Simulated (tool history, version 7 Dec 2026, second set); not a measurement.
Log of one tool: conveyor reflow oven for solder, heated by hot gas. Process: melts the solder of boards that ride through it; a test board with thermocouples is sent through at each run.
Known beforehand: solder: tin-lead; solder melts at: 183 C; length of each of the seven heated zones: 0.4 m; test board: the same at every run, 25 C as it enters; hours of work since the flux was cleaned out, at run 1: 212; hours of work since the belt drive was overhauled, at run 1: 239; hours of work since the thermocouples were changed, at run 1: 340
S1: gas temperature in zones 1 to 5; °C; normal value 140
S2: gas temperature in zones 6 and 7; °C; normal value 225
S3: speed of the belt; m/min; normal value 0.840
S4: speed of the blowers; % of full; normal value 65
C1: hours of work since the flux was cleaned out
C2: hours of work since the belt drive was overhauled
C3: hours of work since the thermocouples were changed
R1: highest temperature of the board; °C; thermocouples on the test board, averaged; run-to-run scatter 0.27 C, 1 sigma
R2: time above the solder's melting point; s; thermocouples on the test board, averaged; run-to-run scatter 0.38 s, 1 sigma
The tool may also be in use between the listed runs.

run     day   S1   S2     S3  S4   C1   C2   C3     R1    R2
  1   0.000  140  225  0.840  65  212  239  340  203.4  31.5
  2   0.504  140  225  0.840  65  217  244  346  203.5  31.7
  3   1.138  140  225  0.840  65  224  251  353  203.2  31.8
      1.700  -- flux residue cleaned out of gas plates and filters
  4   1.750  140  225  0.840  81    1  255  357  209.2  37.9
  5   2.550  140  225  0.840  81    9  264  366  208.7  37.8
  6   3.412  140  235  0.840  81   19  273  375  217.2  42.9
  7   3.962  140  235  0.840  81   24  279  381  218.0  43.9
  8   4.633  140  235  0.840  81   32  286  388  217.3  43.1
  9   5.446  154  225  0.840  65   40  295  397  207.5  40.8
 10   5.954  130  225  0.840  65   46  301  402  201.3  27.7
 11   6.633  130  225  0.840  65   53  308  410  201.8  28.1
 12   7.242  130  225  0.840  65   60  315  416  202.1  27.6
 13   7.858  130  225  0.840  65   67  321  423  202.1  28.0
 14   8.550  130  225  0.840  65   74  329  431  201.8  27.9
 15   9.033  140  225  0.840  65   79  334  436  204.3  32.4
 16   9.625  154  225  0.840  65   86  340  442  207.8  39.9
 17  10.029  154  225  0.840  65   90  345  447  207.6  40.4
 18  10.788  154  225  0.840  65   98  353  455  207.5  40.0
 19  11.262  133  225  0.840  65  103  358  460  202.2  28.8
 20  11.933  130  234  0.703  87  111  365  467  222.3  53.0
 21  12.671  130  234  0.703  87  119  373  475  222.4  52.6
 22  13.150  140  235  0.840  65  124  379  480  211.9  39.0
 23  13.533  140  235  0.840  65  128  383  484  212.4  38.7
 24  14.325  140  235  0.840  65  137  391  493  211.9  38.7
 25  14.779  130  226  0.672  57  141  396  498  207.3  42.4
 26  15.421  151  219  0.783  65  148  403  505  204.6  39.7
 27  16.192  141  227  0.983  77  157  411  513  204.1  27.9
 28  16.675  149  225  0.840  61  162  417  518  205.0  36.2
 29  17.079  149  225  0.840  61  166  421  523  204.4  35.6
 30  17.892  149  225  0.840  61  175  430  532  205.2  35.8

Forecast each of these 4 alternatives for the next run:
  A  18.646  143  225  0.813  65  183  438  540   ?   ?
  B  18.646  143  223  0.840  61  183  438  540   ?   ?
  C  18.646  149  238  0.976  61  183  438  540   ?   ?
  D  18.646  130  230  0.840  61  183  438  540   ?   ?

run     R1    R2
  A  205.9  37.1
  B  201.9  30.8
  C  208.8  32.1
  D  203.7  29.0
Had the tool no hidden state, the same runs would have come out as:
run     R1    R2
  A  204.7  35.8
  B  200.7  29.4
  C  207.9  31.2
  D  202.6  27.8
